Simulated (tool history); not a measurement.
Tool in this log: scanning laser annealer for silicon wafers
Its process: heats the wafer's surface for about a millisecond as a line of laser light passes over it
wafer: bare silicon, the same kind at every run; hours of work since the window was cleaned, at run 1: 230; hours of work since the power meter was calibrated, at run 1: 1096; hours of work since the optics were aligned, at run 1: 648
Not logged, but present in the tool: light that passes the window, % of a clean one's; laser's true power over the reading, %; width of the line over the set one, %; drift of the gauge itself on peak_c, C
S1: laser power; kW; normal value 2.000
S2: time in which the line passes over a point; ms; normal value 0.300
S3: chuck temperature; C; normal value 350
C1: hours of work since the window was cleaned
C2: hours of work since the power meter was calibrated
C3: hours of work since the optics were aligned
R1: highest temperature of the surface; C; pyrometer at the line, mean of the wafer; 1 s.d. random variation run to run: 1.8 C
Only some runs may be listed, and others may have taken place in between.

run,hour,S1,S2,S3,C1,C2,C3,R1
1,0.0,2.000,0.300,350,230,1096,648,1040
2,34.0,2.000,0.300,350,251,1117,669,1041
3,78.6,2.000,0.300,350,279,1145,696,1036
4,119.9,2.000,0.300,350,304,1170,722,1037
5,164.4,2.000,0.300,350,332,1198,750,1036
6,197.8,1.815,0.300,350,353,1219,770,960
7,226.2,2.000,0.211,350,370,1236,788,941
8,267.5,2.000,0.300,388,396,1262,814,1072
9,290.5,2.000,0.327,350,410,1276,828,1061
10,332.1,2.000,0.327,350,436,1302,854,1056
11,366.9,2.000,0.327,350,458,1324,875,1056
12,408.2,2.000,0.300,329,483,1349,901,1009
# hour 424.2: optics aligned, line set to its width
13,456.4,2.000,0.300,350,510,1376,20,1041
14,490.9,2.000,0.300,350,531,1397,41,1041
15,514.9,2.000,0.300,350,546,1412,56,1038
16,548.9,2.000,0.300,350,567,1433,77,1038
17,581.4,2.000,0.300,350,588,1454,98,1038
# hour 610.0: window over the wafer cleaned
18,626.2,2.000,0.300,350,10,1480,124,1058
19,671.4,2.000,0.300,350,38,1508,152,1058
20,692.9,2.000,0.300,350,51,1522,166,1055
21,724.4,2.000,0.300,350,71,1541,185,1056
22,765.8,2.000,0.361,350,97,1567,211,1111
23,808.2,1.782,0.243,350,123,1593,237,908
24,835.9,1.782,0.243,350,140,1610,254,910
25,864.3,1.782,0.243,350,158,1628,272,907
26,910.0,1.936,0.243,350,186,1656,300,959
27,933.2,1.776,0.348,350,201,1671,315,995
28,963.3,2.000,0.224,344,219,1689,333,956
29,1008.4,1.757,0.213,350,247,1717,361,862
30,1040.6,1.757,0.213,350,267,1737,381,865
31,1077.5,1.757,0.213,350,290,1760,404,865
32,1097.7,2.000,0.290,350,303,1773,417,1033
33,1121.0,1.985,0.300,321,317,1787,431,1007
34,1154.5,1.985,0.300,321,338,1808,452,1006
35,1204.2,2.190,0.239,366,369,1839,483,1064
36,1241.1,2.190,0.239,366,392,1862,506,1065
37,1261.4,1.790,0.379,366,404,1874,518,1032
38,1306.0,1.790,0.379,366,432,1902,546,1029
39,1348.1,2.122,0.303,310,458,1928,572,1050
40,1377.3,2.122,0.303,310,476,1946,590,1050
41,1411.1,2.122,0.303,310,497,1967,611,1051

Below are 4 alternative next runs, each starting from the tool's condition after run 41. Predict each:
A,1446.1,2.122,0.286,310,519,1989,633,?
B,1446.1,2.000,0.305,353,519,1989,633,?
C,1446.1,2.000,0.312,340,519,1989,633,?
D,1446.1,2.000,0.300,337,519,1989,633,?

run,R1
A,1029
B,1038
C,1036
D,1022
Had the tool no hidden state, the same runs would have come out as:
run,R1
A,1050
B,1058
C,1056
D,1042
